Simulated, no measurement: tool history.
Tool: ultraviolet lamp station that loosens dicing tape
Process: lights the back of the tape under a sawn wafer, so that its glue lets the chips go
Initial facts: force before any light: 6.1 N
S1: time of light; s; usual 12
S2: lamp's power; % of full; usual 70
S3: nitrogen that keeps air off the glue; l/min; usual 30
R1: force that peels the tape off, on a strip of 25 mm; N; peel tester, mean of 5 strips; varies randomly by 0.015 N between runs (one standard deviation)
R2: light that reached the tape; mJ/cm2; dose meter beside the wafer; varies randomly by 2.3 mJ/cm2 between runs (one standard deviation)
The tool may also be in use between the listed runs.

{"run": 1, "hour": 0.0, "S1": 12, "S2": 70, "S3": 30, "R1": 0.714, "R2": 241}
{"hour": 62.9, "done": "window cleaned of glue's vapour"}
{"run": 2, "hour": 65.4, "S1": 12, "S2": 70, "S3": 30, "R1": 0.728, "R2": 239}
{"run": 3, "hour": 100.3, "S1": 12, "S2": 70, "S3": 30, "R1": 0.749, "R2": 239}
{"run": 4, "hour": 147.8, "S1": 12, "S2": 70, "S3": 30, "R1": 0.738, "R2": 239}
{"run": 5, "hour": 206.8, "S1": 12, "S2": 70, "S3": 30, "R1": 0.715, "R2": 244}
{"run": 6, "hour": 281.6, "S1": 12, "S2": 70, "S3": 30, "R1": 0.728, "R2": 236}
{"run": 7, "hour": 325.7, "S1": 23, "S2": 70, "S3": 30, "R1": 0.225, "R2": 457}
{"run": 8, "hour": 390.6, "S1": 23, "S2": 70, "S3": 30, "R1": 0.224, "R2": 461}
{"run": 9, "hour": 465.5, "S1": 23, "S2": 95, "S3": 30, "R1": 0.163, "R2": 626}

What will run 10 give?
{"run": 10, "hour": 541.2, "S1": 23, "S2": 95, "S3": 30, "R1": "?", "R2": "?"}

R1: 0.171 N
R2: 631 mJ/cm2
With the hidden condition absent and the run-to-run variation left alone, this run would have shown R1 0.17 N, R2 632 mJ/cm2.
